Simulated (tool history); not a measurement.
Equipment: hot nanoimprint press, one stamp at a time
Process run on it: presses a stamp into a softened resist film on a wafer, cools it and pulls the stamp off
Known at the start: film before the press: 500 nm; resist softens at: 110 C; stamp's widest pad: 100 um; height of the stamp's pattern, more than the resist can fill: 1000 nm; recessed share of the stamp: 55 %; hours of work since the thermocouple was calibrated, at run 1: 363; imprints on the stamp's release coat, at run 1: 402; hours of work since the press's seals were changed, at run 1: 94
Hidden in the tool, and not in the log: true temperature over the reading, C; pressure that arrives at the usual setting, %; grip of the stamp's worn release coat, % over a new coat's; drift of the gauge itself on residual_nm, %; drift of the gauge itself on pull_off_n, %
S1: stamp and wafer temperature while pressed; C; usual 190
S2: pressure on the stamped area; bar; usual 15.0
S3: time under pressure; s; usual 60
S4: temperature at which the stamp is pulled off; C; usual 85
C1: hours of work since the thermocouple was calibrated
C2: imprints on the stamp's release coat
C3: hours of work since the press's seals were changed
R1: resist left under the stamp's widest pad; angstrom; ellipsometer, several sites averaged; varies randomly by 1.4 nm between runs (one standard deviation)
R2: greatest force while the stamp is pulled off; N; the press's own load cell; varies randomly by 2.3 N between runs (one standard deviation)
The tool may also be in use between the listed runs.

run	day	S1	S2	S3	S4	C1	C2	C3	R1	R2
1	0.000	190	15.0	60	85	363	402	94	2058	123
2	2.408	187	15.0	60	85	387	479	118	2297	126
3	3.521	187	23.0	60	85	399	514	130	1835	128
4	5.479	187	23.0	60	85	418	576	149	1834	131
5	7.633	190	23.0	60	85	440	644	171	1601	128
# day 9.550: plate thermocouple calibrated
6	9.638	198	15.0	60	85	1	704	191	1391	133
7	10.821	198	15.0	60	85	13	742	203	1399	132
8	12.408	198	15.0	60	85	29	792	219	1391	140
9	14.662	198	15.0	60	93	52	864	242	1380	130
10	16.262	190	15.0	60	85	68	914	258	1912	150
# day 16.754: plate thermocouple calibrated, once more
11	18.442	190	15.0	60	85	17	980	279	2197	145
12	19.804	190	15.0	60	85	31	1023	293	2193	154
13	21.529	190	15.0	60	85	49	1078	310	2190	154
14	23.608	189	13.3	44	79	70	1143	332	2645	163
15	26.183	191	13.3	44	79	96	1225	358	2433	172
16	27.488	191	13.3	44	79	109	1267	371	2423	177
17	29.350	191	13.3	44	79	128	1326	390	2450	170
18	30.608	191	13.3	44	79	141	1366	403	2425	173
19	33.354	191	13.3	44	79	169	1453	431	2418	184
20	35.517	189	9.5	60	79	191	1522	453	2833	192
21	37.996	190	10.3	72	85	216	1600	478	2444	179
22	39.633	190	15.0	60	73	233	1652	495	2117	209
23	41.075	190	15.0	60	73	248	1698	510	2081	200
24	42.567	191	17.1	52	85	263	1745	525	1946	192

Alternative continuations, all from the tool just after run 24; predict every row:
# day 43.975: stamp cleaned and given a new release coat
A	45.092	191	14.2	88	76	286	36	548	?	?
# day 43.975: stamp cleaned and given a new release coat
B	45.092	191	12.6	52	85	286	36	548	?	?
# day 43.975: stamp cleaned and given a new release coat
C	45.092	184	17.1	32	77	286	36	548	?	?
# day 43.975: stamp cleaned and given a new release coat
D	45.092	191	18.5	52	85	286	36	548	?	?
# day 43.975: stamp cleaned and given a new release coat
E	45.092	190	13.0	89	85	286	36	548	?	?

run	R1	R2
A	1803	113
B	2292	106
C	3028	110
D	1873	104
E	1978	108
Had the tool no hidden state, the same runs would have come out as:
run	R1	R2
A	1866	113
B	2369	105
C	3114	110
D	1930	103
E	2048	108

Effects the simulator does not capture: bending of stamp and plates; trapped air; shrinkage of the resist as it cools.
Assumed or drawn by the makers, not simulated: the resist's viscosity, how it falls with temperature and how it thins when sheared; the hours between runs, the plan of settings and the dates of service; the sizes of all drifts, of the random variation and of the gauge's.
